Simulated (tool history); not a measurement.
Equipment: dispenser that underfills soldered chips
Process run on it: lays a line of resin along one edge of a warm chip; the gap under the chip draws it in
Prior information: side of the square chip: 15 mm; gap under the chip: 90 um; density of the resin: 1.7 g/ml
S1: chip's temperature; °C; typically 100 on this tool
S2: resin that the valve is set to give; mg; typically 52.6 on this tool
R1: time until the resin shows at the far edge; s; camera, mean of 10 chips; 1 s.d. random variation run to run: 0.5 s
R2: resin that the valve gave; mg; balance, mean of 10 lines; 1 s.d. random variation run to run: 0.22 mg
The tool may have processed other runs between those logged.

run,day,S1,S2,R1,R2
1,0,100,52.6,46.9,48.04
2,0.125,100,52.6,50.7,47.85
# day 0.192: new syringe of resin
3,0.292,100,52.6,43.9,47.81
# day 0.35: dispensing valve cleaned and set on the balance
4,0.517,92,52.6,58.8,52.13
5,0.608,92,52.6,64.5,52.7
# day 0.629: new syringe of resin
6,0.729,92,52.6,52.3,52.42
7,0.85,92,52.6,58.2,52.15
8,0.971,92,52.6,64,51.85
# day 1.029: new syringe of resin
9,1.154,111,52.6,32.3,52.12
10,1.238,111,52.6,34.6,51.75
# day 1.421: new syringe of resin
11,1.429,111,52.6,29,51.75
12,1.512,111,52.6,31.2,51.89
13,1.6,112,52.6,33.5,51.25
14,1.762,112,52.6,37.3,51.71
# day 1.817: new syringe of resin
15,1.917,112,45.9,32.8,44.76
16,2,112,45.9,34.6,44.74
17,2.092,112,45.9,37,44.63
# day 2.221: new syringe of resin
18,2.292,100,66.4,40.6,64.58
19,2.458,98,45.3,51.2,43.78
# day 2.617: new syringe of resin
20,2.667,112,61,29.2,58.78
21,2.854,107,52.6,37.8,50.9
# day 3.012: new syringe of resin
22,3.033,107,52.6,33.6,50.82
23,3.121,93,65.4,49.1,63.23
24,3.229,90,64.6,59.1,61.83
# day 3.404: new syringe of resin
25,3.404,113,65.5,28.3,62.67
26,3.558,88,55,60.6,52.16
27,3.683,106,54.5,42.5,52.07
# day 3.808: new syringe of resin
28,3.892,87,45.3,60.7,42.54
29,4.038,106,49.9,39.7,47.4
# day 4.2: new syringe of resin
30,4.238,106,49.9,35.4,47.12
31,4.417,106,56.2,39.2,52.9
# day 4.6: new syringe of resin
32,4.6,91,51.9,49.7,48.35
33,4.688,96,48.9,47.1,45.75
34,4.779,91,53.1,56.9,49.5
35,4.904,91,53.1,63.1,49.56
# day 4.992: new syringe of resin
36,5.038,105,67.1,35.5,62.45

Measured minus without-hidden-state, run by run (identical run-to-run variation in each term; gauge scatter may differ):
What the log doesn't record here: resin's viscosity, % of fresh resin's; dose that the valve gives, % of what is set; true chip temperature over the reading, C; drift of the gauge itself on fill_s, %; drift of the gauge itself on given_mg, %.
run,R1,R2
1,+6.9,-4.7
2,+11.5,-4.8
3,+3.7,-4.89
4,+11.3,-0.2
5,+15.7,-0.27
6,+3.9,-0.36
7,+8.9,-0.46
8,+14.5,-0.55
9,+2.5,-0.69
10,+4.6,-0.76
11,-0.6,-0.89
12,+1.4,-0.96
13,+3.6,-1.01
14,+7.9,-1.16
15,+2.2,-1.11
16,+4.2,-1.17
17,+6.8,-1.24
18,+1.2,-1.99
19,+8,-1.48
20,-0.1,-2.17
21,+4.9,-2.02
22,-0.1,-2.16
23,+2.8,-2.77
24,+7.8,-2.82
25,-0.1,-3.03
26,+6.5,-2.67
27,+7.9,-2.77
28,+3.5,-2.42
29,+6.2,-2.81
30,+0.8,-2.95
31,+5.7,-3.47
32,-0.6,-3.31
33,+2.6,-3.21
34,+6.5,-3.55
35,+12.4,-3.66
36,+1,-4.75
